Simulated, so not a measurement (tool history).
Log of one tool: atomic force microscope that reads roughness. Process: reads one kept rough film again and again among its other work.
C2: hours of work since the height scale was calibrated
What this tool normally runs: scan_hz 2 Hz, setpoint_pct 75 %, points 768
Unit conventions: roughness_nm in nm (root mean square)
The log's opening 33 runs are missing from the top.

{"run": 34, "hour": 883.7, "scan_hz": 0.54, "setpoint_pct": 71, "points": 534, "pictures with this tip": 202, "C2": 705, "roughness_nm": 2.214}
{"run": 35, "hour": 919.6, "scan_hz": 0.54, "setpoint_pct": 71, "points": 534, "pictures with this tip": 230, "C2": 721, "roughness_nm": 2.236}
{"hour": 925.1, "done": "new tip fitted"}
{"run": 36, "hour": 943.8, "scan_hz": 0.54, "setpoint_pct": 81, "points": 876, "pictures with this tip": 14, "C2": 732, "roughness_nm": 2.224}
{"run": 37, "hour": 968.3, "scan_hz": 0.54, "setpoint_pct": 86, "points": 395, "pictures with this tip": 34, "C2": 743, "roughness_nm": 2.196}
{"run": 38, "hour": 985.3, "scan_hz": 0.54, "setpoint_pct": 86, "points": 395, "pictures with this tip": 47, "C2": 751, "roughness_nm": 2.207}
{"run": 39, "hour": 1016.4, "scan_hz": 3.12, "setpoint_pct": 73, "points": 855, "pictures with this tip": 71, "C2": 765, "roughness_nm": 2.137}
{"run": 40, "hour": 1044.3, "scan_hz": 1.01, "setpoint_pct": 85, "points": 928, "pictures with this tip": 93, "C2": 778, "roughness_nm": 2.193}
{"run": 41, "hour": 1080.5, "scan_hz": 1.37, "setpoint_pct": 85, "points": 523, "pictures with this tip": 121, "C2": 794, "roughness_nm": 2.176}
{"run": 42, "hour": 1108.9, "scan_hz": 1.37, "setpoint_pct": 80, "points": 488, "pictures with this tip": 143, "C2": 807, "roughness_nm": 2.167}
{"run": 43, "hour": 1125.0, "scan_hz": 1.72, "setpoint_pct": 64, "points": 378, "pictures with this tip": 155, "C2": 815, "roughness_nm": 2.192}
{"run": 44, "hour": 1157.7, "scan_hz": 1.72, "setpoint_pct": 64, "points": 378, "pictures with this tip": 181, "C2": 830, "roughness_nm": 2.202}

Branching from run 44: 4 alternative next runs. What would each branch give?
{"run": "A", "hour": 1182.0, "scan_hz": 1.72, "setpoint_pct": 67, "points": 378, "pictures with this tip": 200, "C2": 841, "roughness_nm": "?"}
{"run": "B", "hour": 1182.0, "scan_hz": 1.72, "setpoint_pct": 74, "points": 443, "pictures with this tip": 200, "C2": 841, "roughness_nm": "?"}
{"run": "C", "hour": 1182.0, "scan_hz": 0.51, "setpoint_pct": 79, "points": 961, "pictures with this tip": 200, "C2": 841, "roughness_nm": "?"}
{"run": "D", "hour": 1182.0, "scan_hz": 0.76, "setpoint_pct": 56, "points": 538, "pictures with this tip": 200, "C2": 841, "roughness_nm": "?"}

run=A roughness_nm=2.195
run=B roughness_nm=2.177
run=C roughness_nm=2.224
run=D roughness_nm=2.237
The same runs, with their run-to-run variation unchanged, on a tool lacking any hidden condition would have given:
run=A roughness_nm=2.201
run=B roughness_nm=2.183
run=C roughness_nm=2.23
run=D roughness_nm=2.242
